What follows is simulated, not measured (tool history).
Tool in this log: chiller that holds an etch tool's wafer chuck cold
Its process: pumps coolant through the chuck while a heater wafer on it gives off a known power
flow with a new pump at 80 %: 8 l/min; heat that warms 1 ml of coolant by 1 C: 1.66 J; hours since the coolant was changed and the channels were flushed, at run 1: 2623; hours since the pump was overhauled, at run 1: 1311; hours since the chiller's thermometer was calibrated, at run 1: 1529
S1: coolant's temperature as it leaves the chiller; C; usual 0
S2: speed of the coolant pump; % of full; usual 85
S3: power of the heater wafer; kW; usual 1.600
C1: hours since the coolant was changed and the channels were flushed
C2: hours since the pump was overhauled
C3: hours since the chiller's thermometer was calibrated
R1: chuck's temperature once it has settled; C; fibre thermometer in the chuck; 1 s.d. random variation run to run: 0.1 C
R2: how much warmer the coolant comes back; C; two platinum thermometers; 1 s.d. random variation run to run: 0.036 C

run,hour,S1,S2,S3,C1,C2,C3,R1,R2
1,0.0,0,85,1.600,2623,1311,1529,17.5,7.07
2,37.9,0,91,1.600,2661,1349,1567,16.8,6.66
3,66.3,0,85,1.600,2689,1377,1596,17.5,7.07
4,106.1,0,79,1.600,2729,1417,1636,18.4,7.59
5,130.7,0,85,1.600,2754,1441,1660,17.4,7.06
6,151.6,0,87,1.600,2774,1462,1681,17.4,6.89
7,169.9,0,87,1.584,2793,1481,1699,16.9,6.78
8,197.0,-1,85,1.600,2820,1508,1726,16.5,7.01
9,235.7,-1,85,1.600,2859,1546,1765,16.8,7.05
10,263.7,-1,85,1.600,2887,1574,1793,16.6,7.08
11,291.8,-1,85,1.600,2915,1603,1821,16.6,7.09
12,323.9,-1,85,1.600,2947,1635,1853,16.7,7.03
13,349.7,-3,95,1.600,2973,1660,1879,13.4,6.27
14,378.3,-7,64,1.025,3001,1689,1908,7.0,6.07
15,417.4,5,98,0.819,3040,1728,1947,13.3,3.16
16,434.2,-8,80,1.559,3057,1745,1964,10.1,7.32
17,472.7,-8,80,1.559,3096,1783,2002,9.9,7.38
18,502.9,1,83,1.559,3126,1814,2032,18.5,7.12

The next listed run, before its measurement:
19,522.0,1,85,1.600,3145,1833,2051,?,?

{"run 19": {"R1": 18.7, "R2": 7.14}}
If the tool had no hidden condition, the same run with the same run-to-run variation would have returned R1 17.1 C, R2 6.83 C.
